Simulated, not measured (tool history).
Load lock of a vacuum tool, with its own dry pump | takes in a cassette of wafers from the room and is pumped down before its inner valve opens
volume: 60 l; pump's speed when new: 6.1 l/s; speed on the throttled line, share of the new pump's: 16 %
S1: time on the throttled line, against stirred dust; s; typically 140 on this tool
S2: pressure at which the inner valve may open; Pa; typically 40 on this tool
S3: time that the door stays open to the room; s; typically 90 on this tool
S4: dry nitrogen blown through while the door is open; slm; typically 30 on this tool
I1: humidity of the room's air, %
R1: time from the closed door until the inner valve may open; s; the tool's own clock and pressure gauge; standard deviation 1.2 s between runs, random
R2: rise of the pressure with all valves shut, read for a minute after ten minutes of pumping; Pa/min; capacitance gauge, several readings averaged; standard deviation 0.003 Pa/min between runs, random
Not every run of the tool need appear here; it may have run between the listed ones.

Run 1, hour 0.0: usual settings; I1 46.5. Result: R1 197.8 s, R2 0.276 Pa/min.
Run 2, hour 149.4: usual settings but S2 32 Pa; I1 45.2. Result: R1 201.7 s, R2 0.290 Pa/min.
Run 3, hour 284.0: usual settings but S2 32 Pa; I1 48.2. Result: R1 205.8 s, R2 0.297 Pa/min.
Run 4, hour 460.6: usual settings but S2 32 Pa; I1 45.5. Result: R1 202.5 s, R2 0.322 Pa/min.
Run 5, hour 583.9: usual settings but S2 42 Pa; I1 43.8. Result: R1 199.0 s, R2 0.329 Pa/min.
Run 6, hour 737.3: usual settings but S2 42 Pa; I1 45.4. Result: R1 197.5 s, R2 0.340 Pa/min.
Run 7, hour 897.6: usual settings but S2 42 Pa; I1 44.4. Result: R1 200.4 s, R2 0.350 Pa/min.
Run 8, hour 1044.7: usual settings but S2 42 Pa; I1 45.1. Result: R1 198.4 s, R2 0.357 Pa/min.
Run 9, hour 1245.8: usual settings but S4 14 slm; I1 49.8. Result: R1 198.3 s, R2 0.386 Pa/min.
Run 10, hour 1397.8: usual settings but S4 14 slm; I1 44.4. Result: R1 198.1 s, R2 0.408 Pa/min.
Run 11, hour 1586.2: usual settings; I1 44.9. Result: R1 199.6 s, R2 0.411 Pa/min.
Run 12, hour 1682.7: usual settings but S1 108 s; I1 45.4. Result: R1 175.4 s, R2 0.429 Pa/min.
Run 13, hour 1772.8: usual settings but S1 203 s, S2 64 Pa, S3 53 s, S4 6 slm; I1 48.1. Result: R1 245.5 s, R2 0.432 Pa/min.
Run 14, hour 1858.9: usual settings but S1 203 s, S2 64 Pa, S3 53 s, S4 6 slm; I1 45.0. Result: R1 243.2 s, R2 0.449 Pa/min.
Run 15, hour 2055.7: usual settings but S1 74 s, S4 44 slm; I1 47.2. Result: R1 145.8 s, R2 0.451 Pa/min.
At hour 2136.7: door's seal changed, seat wiped.
Run 16, hour 2214.4: usual settings but S1 74 s, S4 44 slm; I1 47.0. Result: R1 147.2 s, R2 0.024 Pa/min.
Run 17, hour 2320.6: usual settings but S1 79 s, S2 74 Pa, S3 30 s; I1 44.0. Result: R1 143.2 s, R2 0.021 Pa/min.
Run 18, hour 2505.8: usual settings but S1 73 s, S3 44 s; I1 46.6. Result: R1 145.6 s, R2 0.029 Pa/min.
Run 19, hour 2679.3: usual settings but S1 73 s, S3 44 s; I1 44.4. Result: R1 145.9 s, R2 0.029 Pa/min.
Run 20, hour 2819.8: usual settings but S2 53 Pa; I1 45.4. Result: R1 198.9 s, R2 0.046 Pa/min.

Forecast run 21:
Run 21, hour 2989.6: usual settings but S2 53 Pa; I1 46.3. Result: R1 ?, R2 ?.

R1: 198.6 s
R2: 0.047 Pa/min
Had the tool carried no hidden state, the very same run would have given R1 192.1 s, R2 0.027 Pa/min.

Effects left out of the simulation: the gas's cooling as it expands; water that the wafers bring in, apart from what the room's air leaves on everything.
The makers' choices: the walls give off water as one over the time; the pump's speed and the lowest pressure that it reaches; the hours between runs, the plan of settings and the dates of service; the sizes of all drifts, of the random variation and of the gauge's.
